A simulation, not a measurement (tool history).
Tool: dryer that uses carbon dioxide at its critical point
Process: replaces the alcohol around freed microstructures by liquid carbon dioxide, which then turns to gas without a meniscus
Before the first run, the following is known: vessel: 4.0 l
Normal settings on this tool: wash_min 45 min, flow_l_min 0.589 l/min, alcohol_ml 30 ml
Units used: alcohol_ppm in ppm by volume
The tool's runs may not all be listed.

run,hour,wash_min,flow_l_min,alcohol_ml,alcohol_ppm
1,0.0,45,0.589,30,82
2,23.6,45,0.589,30,79
3,51.2,45,0.589,43,97
4,78.7,45,0.589,43,95
5,99.4,45,0.589,43,102
6,113.0,45,0.589,30,90
7,134.1,36,0.589,30,167
8,147.9,36,0.589,30,169
9,168.2,45,0.589,30,91
10,195.0,45,0.589,30,103
11,208.7,45,0.589,30,94
12,234.6,45,0.589,30,108
13,263.7,41,0.589,30,128
14,285.8,45,0.589,30,111
15,304.4,45,0.589,30,116
16,321.5,45,0.589,30,121
17,349.8,45,0.589,30,120
18,376.9,45,0.589,30,119
19,405.5,45,0.589,30,121
20,435.7,67,0.589,30,82
21,461.8,45,0.589,28,121
22,477.1,59,0.436,31,138
23,493.7,59,0.436,31,147
# hour 508.0: inlet filter changed
24,517.6,59,0.436,31,121
25,547.7,45,0.625,30,114
26,565.5,46,0.955,53,93
27,588.3,34,0.589,37,244
28,603.9,34,0.589,37,247
29,623.1,34,0.589,37,266
30,652.8,34,0.947,48,112
31,673.1,29,0.947,68,174
32,697.6,29,0.947,68,189
33,725.9,44,0.804,68,115
34,749.2,44,0.448,23,213
35,767.3,38,0.485,90,692
36,793.9,44,0.522,42,219
37,818.6,44,0.522,42,228
38,842.2,45,0.787,30,117
39,860.8,54,0.777,63,119
40,880.0,37,0.446,111,1229
41,907.5,37,0.446,111,1204
# hour 929.2: purifier's bed changed
42,935.2,45,0.589,30,53

Predict each of these 3 candidate next runs independently; none follows another, all start after run 42:
A,959.3,45,0.761,50,?
B,959.3,28,0.884,22,?
C,959.3,42,0.589,114,?

run,alcohol_ppm
A,20
B,54
C,269
Take away the tool's hidden state, keep each run's random variation, and the runs would have read:
run,alcohol_ppm
A,8
B,33
C,177
